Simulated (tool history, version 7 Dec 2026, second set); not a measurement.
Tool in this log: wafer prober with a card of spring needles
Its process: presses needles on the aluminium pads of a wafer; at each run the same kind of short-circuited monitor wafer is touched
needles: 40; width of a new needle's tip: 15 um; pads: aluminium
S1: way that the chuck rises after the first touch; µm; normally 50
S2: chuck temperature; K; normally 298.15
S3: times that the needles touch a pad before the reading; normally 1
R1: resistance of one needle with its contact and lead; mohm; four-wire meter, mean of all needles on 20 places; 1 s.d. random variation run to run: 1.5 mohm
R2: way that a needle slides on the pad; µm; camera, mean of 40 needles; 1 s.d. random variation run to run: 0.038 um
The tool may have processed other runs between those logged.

run 1 hour=0.0 | S1=50 S2=298.15 S3=1 | R1=197 R2=13.62
-- hour=6.3 height of the first contact set anew
-- hour=11.0 tips cleaned on abrasive film
run 2 hour=11.0 | S1=50 S2=298.15 S3=1 | R1=136 R2=13.80
run 3 hour=17.7 | S1=50 S2=298.15 S3=1 | R1=215 R2=13.83
-- hour=25.8 tips cleaned on abrasive film
run 4 hour=27.3 | S1=60 S2=298.15 S3=1 | R1=157 R2=16.58
run 5 hour=33.8 | S1=50 S2=298.15 S3=2 | R1=190 R2=13.74
-- hour=40.3 tips cleaned on abrasive film
run 6 hour=42.6 | S1=35 S2=298.15 S3=2 | R1=189 R2=9.68
run 7 hour=49.6 | S1=35 S2=298.15 S3=2 | R1=250 R2=9.58
-- hour=55.2 tips cleaned on abrasive film
run 8 hour=56.9 | S1=50 S2=298.15 S3=1 | R1=169 R2=13.80
run 9 hour=67.8 | S1=50 S2=332.15 S3=1 | R1=238 R2=13.75
-- hour=70.1 tips cleaned on abrasive film
run 10 hour=79.8 | S1=50 S2=393.15 S3=1 | R1=228 R2=13.79
-- hour=84.5 tips cleaned on abrasive film
run 11 hour=89.9 | S1=50 S2=393.15 S3=1 | R1=210 R2=13.81
-- hour=99.3 tips cleaned on abrasive film
run 12 hour=99.5 | S1=50 S2=393.15 S3=1 | R1=157 R2=13.70
run 13 hour=108.7 | S1=50 S2=393.15 S3=1 | R1=233 R2=13.68
-- hour=114.4 tips cleaned on abrasive film
run 14 hour=119.4 | S1=50 S2=298.15 S3=1 | R1=200 R2=13.67
-- hour=129.4 tips cleaned on abrasive film
run 15 hour=131.2 | S1=50 S2=298.15 S3=1 | R1=172 R2=13.68

Run 16 has not been measured yet. What should we expect?
run 16 hour=141.1 | S1=50 S2=298.15 S3=1 | R1=? R2=?

R1: 236 mohm
R2: 13.72 µm
With the hidden condition absent and the run-to-run variation left alone, this run would have shown R1 129 mohm, R2 13.86 µm.
